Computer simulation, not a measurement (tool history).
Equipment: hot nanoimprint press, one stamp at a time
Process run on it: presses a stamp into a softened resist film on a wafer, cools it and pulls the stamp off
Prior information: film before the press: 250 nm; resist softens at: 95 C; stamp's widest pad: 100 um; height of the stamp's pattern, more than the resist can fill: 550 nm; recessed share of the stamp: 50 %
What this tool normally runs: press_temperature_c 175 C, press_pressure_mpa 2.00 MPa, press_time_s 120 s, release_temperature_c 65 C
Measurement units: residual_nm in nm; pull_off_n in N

run,hour,press_temperature_c,press_pressure_mpa,press_time_s,release_temperature_c,residual_nm,pull_off_n
1,0.0,175,2.00,120,65,145.1,170
2,9.5,175,2.00,120,65,144.5,167
3,14.8,172,2.00,120,65,159.5,174
4,19.3,175,2.00,120,65,143.6,170
5,28.4,175,2.41,120,65,131.1,168
6,32.5,175,1.58,120,65,159.5,172
7,40.6,175,2.00,120,65,143.7,172
8,46.6,171,2.13,120,60,156.8,199
# hour 50.1: plate thermocouple calibrated
9,53.7,186,1.92,120,65,103.6,170
10,60.8,168,1.92,120,70,177.7,155
11,66.9,178,1.92,239,70,107.1,157
# hour 73.5: plate thermocouple calibrated, once more
12,74.7,175,2.11,178,65,125.7,179
13,81.9,175,1.50,178,61,151.7,194
14,90.3,175,1.50,178,61,151.0,190

Alternative continuations, all from the tool just after run 14; predict every row:
A,99.8,164,2.00,80,59,?,?
B,99.8,179,2.00,175,54,?,?
C,99.8,175,1.92,120,65,?,?

run,residual_nm,pull_off_n
A,210.7,199
B,113.0,215
C,148.7,179
Without the tool's unlogged condition, the same runs would have read:
run,residual_nm,pull_off_n
A,210.9,189
B,113.2,204
C,149.0,170

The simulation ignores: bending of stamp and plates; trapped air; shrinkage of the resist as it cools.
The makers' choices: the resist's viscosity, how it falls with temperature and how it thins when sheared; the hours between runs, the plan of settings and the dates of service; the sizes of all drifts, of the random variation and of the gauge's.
